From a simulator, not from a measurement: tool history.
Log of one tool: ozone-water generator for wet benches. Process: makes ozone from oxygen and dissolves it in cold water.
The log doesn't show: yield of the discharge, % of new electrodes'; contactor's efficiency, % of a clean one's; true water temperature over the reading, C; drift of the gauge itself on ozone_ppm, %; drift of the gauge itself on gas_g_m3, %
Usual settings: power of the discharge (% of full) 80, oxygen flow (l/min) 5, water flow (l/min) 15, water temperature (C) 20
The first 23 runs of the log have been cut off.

| run | hour | power of the discharge (% of full) | oxygen flow (l/min) | water flow (l/min) | water temperature (C) | hours of work since the electrodes were changed | hours of work since the contactor was cleaned | hours of work since the thermometer was calibrated | dissolved ozone (ppm) | ozone in the gas ahead of the water (g/m3) |
|---|---|---|---|---|---|---|---|---|---|---|
| 24 | 584 | 88 | 5 | 12 | 24 | 1334 | 6173 | 118 | 23.8 | 202.5 |
|  | 597.8 | water thermometer calibrated, once more |
| 25 | 616.6 | 80 | 2.5 | 15 | 20 | 1356 | 6194 | 12 | 18.2 | 245.3 |
| 26 | 645.2 | 78 | 5 | 15 | 24 | 1375 | 6213 | 31 | 18.8 | 185.8 |
| 27 | 664.2 | 78 | 5 | 15 | 24 | 1387 | 6226 | 44 | 18.8 | 187.3 |
| 28 | 695 | 46 | 5 | 23 | 20 | 1408 | 6246 | 64 | 9.6 | 129.5 |
| 29 | 709.9 | 80 | 7.31 | 20 | 18 | 1417 | 6256 | 74 | 17.6 | 164.3 |
| 30 | 741.5 | 67 | 5 | 16 | 20 | 1438 | 6277 | 95 | 17.3 | 167.1 |
| 31 | 767.3 | 80 | 5 | 16 | 15 | 1455 | 6294 | 112 | 21 | 188.7 |
| 32 | 801.3 | 80 | 5 | 16 | 15 | 1478 | 6316 | 135 | 21.1 | 188.5 |
| 33 | 829 | 85 | 7.33 | 15 | 20 | 1496 | 6335 | 153 | 21.5 | 172.9 |
| 34 | 864.6 | 85 | 7.33 | 19 | 20 | 1520 | 6358 | 177 | 18.4 | 169.8 |

Forecast each of these 3 alternatives for the next run:
| A | 892.7 | 58 | 7.33 | 19 | 20 | 1538 | 6377 | 195 | ? | ? |
| B | 892.7 | 80 | 8.47 | 15 | 20 | 1538 | 6377 | 195 | ? | ? |
| C | 892.7 | 80 | 5 | 15 | 23 | 1538 | 6377 | 195 | ? | ? |

| run | dissolved ozone (ppm) | ozone in the gas ahead of the water (g/m3) |
|---|---|---|
| A | 14.1 | 131.1 |
| B | 20.9 | 154.6 |
| C | 19.4 | 189.1 |
Without the tool's unlogged condition, the same runs would have read:
| run | dissolved ozone (ppm) | ozone in the gas ahead of the water (g/m3) |
|---|---|---|
| A | 14.9 | 132.7 |
| B | 22.1 | 157 |
| C | 20.5 | 192 |
